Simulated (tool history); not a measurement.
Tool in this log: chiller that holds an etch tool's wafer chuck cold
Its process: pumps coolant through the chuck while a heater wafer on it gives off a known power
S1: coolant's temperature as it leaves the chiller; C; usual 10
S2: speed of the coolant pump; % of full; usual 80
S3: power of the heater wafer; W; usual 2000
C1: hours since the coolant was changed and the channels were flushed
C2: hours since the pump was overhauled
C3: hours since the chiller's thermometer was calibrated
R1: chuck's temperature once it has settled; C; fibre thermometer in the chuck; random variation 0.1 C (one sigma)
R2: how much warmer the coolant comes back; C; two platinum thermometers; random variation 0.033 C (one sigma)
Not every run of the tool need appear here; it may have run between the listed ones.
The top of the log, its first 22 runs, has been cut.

{"run": 23, "hour": 909.4, "S1": 1, "S2": 84, "S3": 2653, "C1": 1544, "C2": 1325, "C3": 279, "R1": 23.3, "R2": 5.56}
{"hour": 914.9, "done": "chiller's thermometer calibrated, once more"}
{"run": 24, "hour": 967.3, "S1": 16, "S2": 65, "S3": 2544, "C1": 1601, "C2": 1382, "C3": 52, "R1": 42, "R2": 7.11}
{"run": 25, "hour": 1015.2, "S1": 14, "S2": 80, "S3": 1447, "C1": 1648, "C2": 1430, "C3": 100, "R1": 26.2, "R2": 3.22}
{"run": 26, "hour": 1067.6, "S1": 14, "S2": 80, "S3": 1447, "C1": 1701, "C2": 1482, "C3": 153, "R1": 26.4, "R2": 3.21}
{"run": 27, "hour": 1098.6, "S1": 12, "S2": 68, "S3": 2643, "C1": 1732, "C2": 1513, "C3": 184, "R1": 38.3, "R2": 6.99}
{"run": 28, "hour": 1132.2, "S1": 13, "S2": 70, "S3": 2949, "C1": 1765, "C2": 1547, "C3": 217, "R1": 41.7, "R2": 7.58}
{"run": 29, "hour": 1181.6, "S1": 13, "S2": 70, "S3": 2949, "C1": 1815, "C2": 1596, "C3": 267, "R1": 41.6, "R2": 7.63}
{"run": 30, "hour": 1220.1, "S1": 13, "S2": 65, "S3": 2431, "C1": 1853, "C2": 1635, "C3": 305, "R1": 38.2, "R2": 6.73}
{"run": 31, "hour": 1249.8, "S1": 10, "S2": 67, "S3": 2000, "C1": 1883, "C2": 1665, "C3": 335, "R1": 30.3, "R2": 5.39}
{"run": 32, "hour": 1277.8, "S1": 9, "S2": 63, "S3": 2639, "C1": 1911, "C2": 1693, "C3": 363, "R1": 37.2, "R2": 7.65}

Branching from run 32: 3 alternative next runs. What would each branch give?
{"run": "A", "hour": 1326.0, "S1": 3, "S2": 80, "S3": 2000, "C1": 1959, "C2": 1741, "C3": 411, "R1": "?", "R2": "?"}
{"run": "B", "hour": 1326.0, "S1": 10, "S2": 63, "S3": 2503, "C1": 1959, "C2": 1741, "C3": 411, "R1": "?", "R2": "?"}
{"run": "C", "hour": 1326.0, "S1": 20, "S2": 81, "S3": 1759, "C1": 1959, "C2": 1741, "C3": 411, "R1": "?", "R2": "?"}

run=A R1=20.4 R2=4.37
run=B R1=37.1 R2=7.37
run=C R1=35.3 R2=3.86
What these runs would have given with no unlogged condition in the tool:
run=A R1=18.2 R2=4.16
run=B R1=33.7 R2=7.02
run=C R1=33.4 R2=3.67
